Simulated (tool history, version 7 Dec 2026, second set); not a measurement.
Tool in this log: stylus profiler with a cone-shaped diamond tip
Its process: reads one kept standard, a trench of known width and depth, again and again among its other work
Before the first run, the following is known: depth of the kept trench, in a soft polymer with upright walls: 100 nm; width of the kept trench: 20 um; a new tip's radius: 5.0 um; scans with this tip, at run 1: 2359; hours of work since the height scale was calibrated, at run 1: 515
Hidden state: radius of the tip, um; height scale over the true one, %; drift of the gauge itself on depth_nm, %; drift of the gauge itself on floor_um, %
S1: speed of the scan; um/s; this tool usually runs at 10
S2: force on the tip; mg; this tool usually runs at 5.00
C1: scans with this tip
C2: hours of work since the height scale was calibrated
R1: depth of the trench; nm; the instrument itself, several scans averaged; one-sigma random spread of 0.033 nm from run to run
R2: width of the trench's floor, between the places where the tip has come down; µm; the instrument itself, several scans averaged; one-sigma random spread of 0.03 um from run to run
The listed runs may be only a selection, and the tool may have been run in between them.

run 1 hour=0.0 | S1=10 S2=5.00 | C1=2359 C2=515 | R1=101.02 R2=17.58
run 2 hour=53.5 | S1=10 S2=5.00 | C1=2510 C2=549 | R1=101.04 R2=17.59
run 3 hour=78.9 | S1=10 S2=5.00 | C1=2582 C2=564 | R1=101.07 R2=17.61
run 4 hour=112.3 | S1=10 S2=5.00 | C1=2677 C2=585 | R1=101.03 R2=17.60
run 5 hour=153.7 | S1=10 S2=5.00 | C1=2794 C2=611 | R1=101.05 R2=17.52
run 6 hour=192.0 | S1=16 S2=5.00 | C1=2902 C2=634 | R1=101.01 R2=17.54
run 7 hour=231.6 | S1=16 S2=5.00 | C1=3014 C2=659 | R1=101.11 R2=17.50
run 8 hour=257.0 | S1=16 S2=5.00 | C1=3086 C2=675 | R1=101.07 R2=17.48
run 9 hour=298.8 | S1=10 S2=5.00 | C1=3205 C2=700 | R1=101.05 R2=17.47
run 10 hour=348.7 | S1=10 S2=5.00 | C1=3346 C2=731 | R1=101.10 R2=17.41
run 11 hour=378.3 | S1=10 S2=5.00 | C1=3430 C2=750 | R1=101.06 R2=17.44
run 12 hour=420.4 | S1=23 S2=5.00 | C1=3549 C2=776 | R1=101.13 R2=17.40
run 13 hour=468.1 | S1=23 S2=5.00 | C1=3684 C2=805 | R1=101.07 R2=17.35
run 14 hour=495.1 | S1=23 S2=5.00 | C1=3761 C2=822 | R1=101.06 R2=17.40
run 15 hour=549.2 | S1=12 S2=8.03 | C1=3914 C2=855 | R1=101.49 R2=17.38
run 16 hour=575.3 | S1=12 S2=8.03 | C1=3988 C2=872 | R1=101.48 R2=17.38
run 17 hour=627.2 | S1=12 S2=8.03 | C1=4135 C2=904 | R1=101.49 R2=17.28
run 18 hour=654.2 | S1=12 S2=8.03 | C1=4211 C2=920 | R1=101.48 R2=17.34
run 19 hour=697.8 | S1=10 S2=5.59 | C1=4334 C2=947 | R1=101.19 R2=17.30
run 20 hour=741.3 | S1=11 S2=6.91 | C1=4458 C2=974 | R1=101.35 R2=17.33
run 21 hour=773.9 | S1=10 S2=5.00 | C1=4550 C2=995 | R1=101.14 R2=17.27
run 22 hour=808.5 | S1=24 S2=3.85 | C1=4648 C2=1016 | R1=100.89 R2=17.22
run 23 hour=851.2 | S1=24 S2=3.85 | C1=4769 C2=1042 | R1=100.97 R2=17.25
run 24 hour=880.8 | S1=24 S2=3.85 | C1=4853 C2=1061 | R1=100.95 R2=17.18
run 25 hour=904.2 | S1=24 S2=3.85 | C1=4919 C2=1075 | R1=100.97 R2=17.22

Branching from run 25: 3 alternative next runs. What would each branch give?
run A hour=941.6 | S1=18 S2=4.39 | C1=5025 C2=1098 | R1=? R2=?
run B hour=941.6 | S1=24 S2=4.74 | C1=5025 C2=1098 | R1=? R2=?
run C hour=941.6 | S1=24 S2=2.62 | C1=5025 C2=1098 | R1=? R2=?

run=A R1=101.03 R2=17.21
run=B R1=101.08 R2=17.24
run=C R1=100.76 R2=17.21
Without the tool's hidden state the same runs would have given:
run=A R1=100.89 R2=17.98
run=B R1=100.94 R2=18.01
run=C R1=100.62 R2=17.98
